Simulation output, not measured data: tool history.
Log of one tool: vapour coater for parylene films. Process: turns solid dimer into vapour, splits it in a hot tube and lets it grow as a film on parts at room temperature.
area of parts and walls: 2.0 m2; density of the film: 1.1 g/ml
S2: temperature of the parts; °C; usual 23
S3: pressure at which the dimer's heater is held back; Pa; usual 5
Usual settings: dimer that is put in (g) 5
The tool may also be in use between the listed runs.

run 1 hour=0 | dimer_that_is_put_in_(g)=5 S2=23 S3=5 | thickness_of_the_film_(nm)=1130
run 2 hour=28.6 | dimer_that_is_put_in_(g)=5 S2=23 S3=3.21 | thickness_of_the_film_(nm)=1180
run 3 hour=50.1 | dimer_that_is_put_in_(g)=5 S2=23 S3=3.21 | thickness_of_the_film_(nm)=1180
run 4 hour=75.4 | dimer_that_is_put_in_(g)=5 S2=32 S3=3.21 | thickness_of_the_film_(nm)=850
run 5 hour=98.8 | dimer_that_is_put_in_(g)=5 S2=23 S3=2.06 | thickness_of_the_film_(nm)=1300
run 6 hour=119.5 | dimer_that_is_put_in_(g)=5 S2=23 S3=2.06 | thickness_of_the_film_(nm)=1280
run 7 hour=138.9 | dimer_that_is_put_in_(g)=5 S2=23 S3=2.06 | thickness_of_the_film_(nm)=1270
run 8 hour=167.3 | dimer_that_is_put_in_(g)=5 S2=23 S3=6.83 | thickness_of_the_film_(nm)=1000
run 9 hour=186.5 | dimer_that_is_put_in_(g)=5 S2=22 S3=6.83 | thickness_of_the_film_(nm)=1060
run 10 hour=214.4 | dimer_that_is_put_in_(g)=5 S2=22 S3=6.83 | thickness_of_the_film_(nm)=1070
run 11 hour=227.1 | dimer_that_is_put_in_(g)=5 S2=22 S3=6.83 | thickness_of_the_film_(nm)=1060
run 12 hour=238.8 | dimer_that_is_put_in_(g)=5 S2=22 S3=3.28 | thickness_of_the_film_(nm)=1190
run 13 hour=250.7 | dimer_that_is_put_in_(g)=5 S2=20 S3=3.28 | thickness_of_the_film_(nm)=1260
run 14 hour=267.6 | dimer_that_is_put_in_(g)=5 S2=20 S3=3.28 | thickness_of_the_film_(nm)=1250
run 15 hour=280 | dimer_that_is_put_in_(g)=2 S2=20 S3=3.28 | thickness_of_the_film_(nm)=490
run 16 hour=307.6 | dimer_that_is_put_in_(g)=2 S2=20 S3=3.28 | thickness_of_the_film_(nm)=490
run 17 hour=333.9 | dimer_that_is_put_in_(g)=4 S2=34 S3=7.83 | thickness_of_the_film_(nm)=520
run 18 hour=358.1 | dimer_that_is_put_in_(g)=5 S2=22 S3=8.52 | thickness_of_the_film_(nm)=1010
run 19 hour=382.8 | dimer_that_is_put_in_(g)=7 S2=25 S3=6.24 | thickness_of_the_film_(nm)=1320
run 20 hour=403.3 | dimer_that_is_put_in_(g)=7 S2=25 S3=6.24 | thickness_of_the_film_(nm)=1310
run 21 hour=420.8 | dimer_that_is_put_in_(g)=7 S2=25 S3=6.24 | thickness_of_the_film_(nm)=1330
run 22 hour=447.9 | dimer_that_is_put_in_(g)=3 S2=25 S3=6.24 | thickness_of_the_film_(nm)=580
run 23 hour=462.8 | dimer_that_is_put_in_(g)=3 S2=25 S3=6.24 | thickness_of_the_film_(nm)=560
run 24 hour=487.3 | dimer_that_is_put_in_(g)=8 S2=30 S3=3.4 | thickness_of_the_film_(nm)=1380
run 25 hour=501 | dimer_that_is_put_in_(g)=2 S2=19 S3=2.79 | thickness_of_the_film_(nm)=520
run 26 hour=528.1 | dimer_that_is_put_in_(g)=5 S2=16 S3=11.33 | thickness_of_the_film_(nm)=1120
run 27 hour=548.6 | dimer_that_is_put_in_(g)=3 S2=34 S3=5 | thickness_of_the_film_(nm)=390
run 28 hour=572.5 | dimer_that_is_put_in_(g)=4 S2=35 S3=5 | thickness_of_the_film_(nm)=510
run 29 hour=604.3 | dimer_that_is_put_in_(g)=5 S2=23 S3=3.52 | thickness_of_the_film_(nm)=1260
run 30 hour=633 | dimer_that_is_put_in_(g)=3 S2=31 S3=5 | thickness_of_the_film_(nm)=540
run 31 hour=646.9 | dimer_that_is_put_in_(g)=3 S2=27 S3=5 | thickness_of_the_film_(nm)=660
run 32 hour=674.5 | dimer_that_is_put_in_(g)=3 S2=27 S3=5 | thickness_of_the_film_(nm)=590

Taken out of this log: 1 entry between the listed runs. Where each belongs, and how the hidden state differs across it:
Between runs 28 and 29: trap's valve overhauled (hour 602.9)
  vapour lost through the trap's worn valve, %: 14.3 -> 0.5; true temperature of the parts over the reading, C: -0.41 -> -0.42
  measured less the result without the state, thickness of the film (nm): -80 -> +10
